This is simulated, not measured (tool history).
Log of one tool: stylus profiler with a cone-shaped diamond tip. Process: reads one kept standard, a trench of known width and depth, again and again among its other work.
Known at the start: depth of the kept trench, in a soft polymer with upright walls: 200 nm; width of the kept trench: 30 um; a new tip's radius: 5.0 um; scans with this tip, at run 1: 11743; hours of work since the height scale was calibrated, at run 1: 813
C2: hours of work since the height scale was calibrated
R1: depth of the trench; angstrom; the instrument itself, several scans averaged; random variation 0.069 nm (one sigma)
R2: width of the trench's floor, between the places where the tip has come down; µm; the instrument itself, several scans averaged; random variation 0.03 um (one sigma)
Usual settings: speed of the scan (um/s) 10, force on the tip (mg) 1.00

Run 1, day 0.000: usual settings; scans with this tip 11743; C2 813. Result: R1 2006.3 angstrom, R2 27.15 µm.
Run 2, day 2.633: usual settings; scans with this tip 12398; C2 858. Result: R1 2006.4 angstrom, R2 27.20 µm.
Run 3, day 6.454: usual settings; scans with this tip 13349; C2 924. Result: R1 2006.4 angstrom, R2 27.18 µm.
Run 4, day 8.617: usual settings; scans with this tip 13888; C2 961. Result: R1 2005.9 angstrom, R2 27.19 µm.
Run 5, day 10.975: usual settings; scans with this tip 14475; C2 1002. Result: R1 2005.6 angstrom, R2 27.18 µm.
Run 6, day 13.367: usual settings; scans with this tip 15070; C2 1043. Result: R1 2005.3 angstrom, R2 27.12 µm.
Run 7, day 16.458: usual settings; scans with this tip 15840; C2 1096. Result: R1 2006.8 angstrom, R2 27.19 µm.
Run 8, day 20.075: usual settings; scans with this tip 16740; C2 1159. Result: R1 2006.3 angstrom, R2 27.16 µm.
Run 9, day 22.592: usual settings; scans with this tip 17367; C2 1202. Result: R1 2006.4 angstrom, R2 27.14 µm.
Run 10, day 25.754: usual settings but force on the tip (mg) 1.34; scans with this tip 18154; C2 1256. Result: R1 2008.0 angstrom, R2 27.18 µm.
Run 11, day 27.938: usual settings but force on the tip (mg) 1.34; scans with this tip 18698; C2 1294. Result: R1 2008.0 angstrom, R2 27.17 µm.
Run 12, day 31.542: usual settings but force on the tip (mg) 1.34; scans with this tip 19595; C2 1356. Result: R1 2008.4 angstrom, R2 27.18 µm.
Run 13, day 35.567: usual settings but speed of the scan (um/s) 34; scans with this tip 20597; C2 1425. Result: R1 2006.7 angstrom, R2 27.09 µm.
Run 14, day 38.421: usual settings but speed of the scan (um/s) 34; scans with this tip 21307; C2 1475. Result: R1 2006.6 angstrom, R2 27.08 µm.
Run 15, day 41.446: usual settings but speed of the scan (um/s) 34; scans with this tip 22060; C2 1527. Result: R1 2006.4 angstrom, R2 27.11 µm.
Run 16, day 43.283: usual settings; scans with this tip 22518; C2 1558. Result: R1 2006.7 angstrom, R2 27.20 µm.
Run 17, day 45.446: usual settings; scans with this tip 23057; C2 1596. Result: R1 2005.3 angstrom, R2 27.16 µm.
Run 18, day 47.767: usual settings; scans with this tip 23635; C2 1636. Result: R1 2006.9 angstrom, R2 27.18 µm.
Run 19, day 50.996: usual settings; scans with this tip 24439; C2 1691. Result: R1 2005.4 angstrom, R2 27.14 µm.
Run 20, day 54.900: usual settings but force on the tip (mg) 0.38; scans with this tip 25410; C2 1759. Result: R1 2003.7 angstrom, R2 27.15 µm.
At day 55.188: height scale calibrated on a step standard.
Run 21, day 58.529: usual settings but force on the tip (mg) 0.38; scans with this tip 26309; C2 58. Result: R1 2003.8 angstrom, R2 27.13 µm.
Run 22, day 60.650: usual settings; scans with this tip 26837; C2 94. Result: R1 2005.7 angstrom, R2 27.15 µm.
Run 23, day 62.842: usual settings; scans with this tip 27382; C2 132. Result: R1 2005.3 angstrom, R2 27.18 µm.
Run 24, day 65.767: usual settings; scans with this tip 28110; C2 182. Result: R1 2006.4 angstrom, R2 27.11 µm.
Run 25, day 68.662: usual settings but force on the tip (mg) 0.34; scans with this tip 28831; C2 232. Result: R1 2002.8 angstrom, R2 27.11 µm.
Run 26, day 71.588: usual settings but speed of the scan (um/s) 7, force on the tip (mg) 0.85; scans with this tip 29559; C2 283. Result: R1 2006.5 angstrom, R2 27.19 µm.
Run 27, day 75.625: usual settings but speed of the scan (um/s) 7, force on the tip (mg) 0.85; scans with this tip 30564; C2 352. Result: R1 2006.0 angstrom, R2 27.21 µm.
Run 28, day 78.179: usual settings but speed of the scan (um/s) 35, force on the tip (mg) 1.37; scans with this tip 31200; C2 396. Result: R1 2007.5 angstrom, R2 27.07 µm.
Run 29, day 82.188: usual settings but speed of the scan (um/s) 6, force on the tip (mg) 0.44; scans with this tip 32198; C2 465. Result: R1 2004.3 angstrom, R2 27.17 µm.
Run 30, day 86.117: usual settings but speed of the scan (um/s) 2, force on the tip (mg) 1.23; scans with this tip 33176; C2 533. Result: R1 2007.7 angstrom, R2 27.18 µm.
Run 31, day 88.896: usual settings but speed of the scan (um/s) 29; scans with this tip 33869; C2 581. Result: R1 2007.0 angstrom, R2 27.08 µm.
Run 32, day 92.808: usual settings but force on the tip (mg) 2.74; scans with this tip 34842; C2 648. Result: R1 2011.9 angstrom, R2 27.21 µm.
Run 33, day 96.938: usual settings but force on the tip (mg) 2.74; scans with this tip 35870; C2 719. Result: R1 2011.5 angstrom, R2 27.18 µm.
Run 34, day 99.867: usual settings but force on the tip (mg) 2.74; scans with this tip 36600; C2 770. Result: R1 2012.2 angstrom, R2 27.16 µm.
Run 35, day 102.658: usual settings but force on the tip (mg) 2.74; scans with this tip 37295; C2 818. Result: R1 2013.2 angstrom, R2 27.19 µm.
Run 36, day 105.083: usual settings but force on the tip (mg) 2.74; scans with this tip 37898; C2 860. Result: R1 2012.1 angstrom, R2 27.11 µm.
Run 37, day 108.938: usual settings but force on the tip (mg) 2.74; scans with this tip 38858; C2 926. Result: R1 2012.2 angstrom, R2 27.16 µm.
At day 112.958: new tip fitted, height scale calibrated.
Run 38, day 112.958: usual settings but speed of the scan (um/s) 11, force on the tip (mg) 0.88; scans with this tip 0; C2 0. Result: R1 2005.9 angstrom, R2 27.15 µm.
Run 39, day 116.662: usual settings but speed of the scan (um/s) 17, force on the tip (mg) 0.35; scans with this tip 922; C2 64. Result: R1 2003.6 angstrom, R2 27.15 µm.
Run 40, day 119.804: usual settings but speed of the scan (um/s) 2, force on the tip (mg) 1.35; scans with this tip 1705; C2 118. Result: R1 2007.3 angstrom, R2 27.21 µm.
Run 41, day 123.783: usual settings but speed of the scan (um/s) 8, force on the tip (mg) 0.74; scans with this tip 2696; C2 187. Result: R1 2005.6 angstrom, R2 27.18 µm.
Run 42, day 125.846: usual settings but speed of the scan (um/s) 23, force on the tip (mg) 0.74; scans with this tip 3208; C2 222. Result: R1 2005.3 angstrom, R2 27.12 µm.
Run 43, day 128.479: usual settings but speed of the scan (um/s) 23, force on the tip (mg) 0.74; scans with this tip 3865; C2 267. Result: R1 2003.2 angstrom, R2 27.10 µm.
Run 44, day 132.038: usual settings but speed of the scan (um/s) 23, force on the tip (mg) 0.74; scans with this tip 4750; C2 329. Result: R1 2004.3 angstrom, R2 27.10 µm.
Run 45, day 135.354: usual settings but speed of the scan (um/s) 8, force on the tip (mg) 0.86; scans with this tip 5576; C2 386. Result: R1 2005.8 angstrom, R2 27.17 µm.

How the hidden state differs across the entries between the runs, from the last listed run before each to the first after it:
Between runs 20 and 21: height scale calibrated on a step standard (day 55.188)
  height scale over the true one, %: 0.008 -> -0.001
  measured less the result without the state, R2: -0.02 -> -0.03 µm
Between runs 37 and 38: new tip fitted, height scale calibrated (day 112.958)
  radius of the tip, um: 5.12 -> 5; height scale over the true one, %: 0.004 -> -0.001
  measured less the result without the state, R2: -0.03 -> +0.00 µm
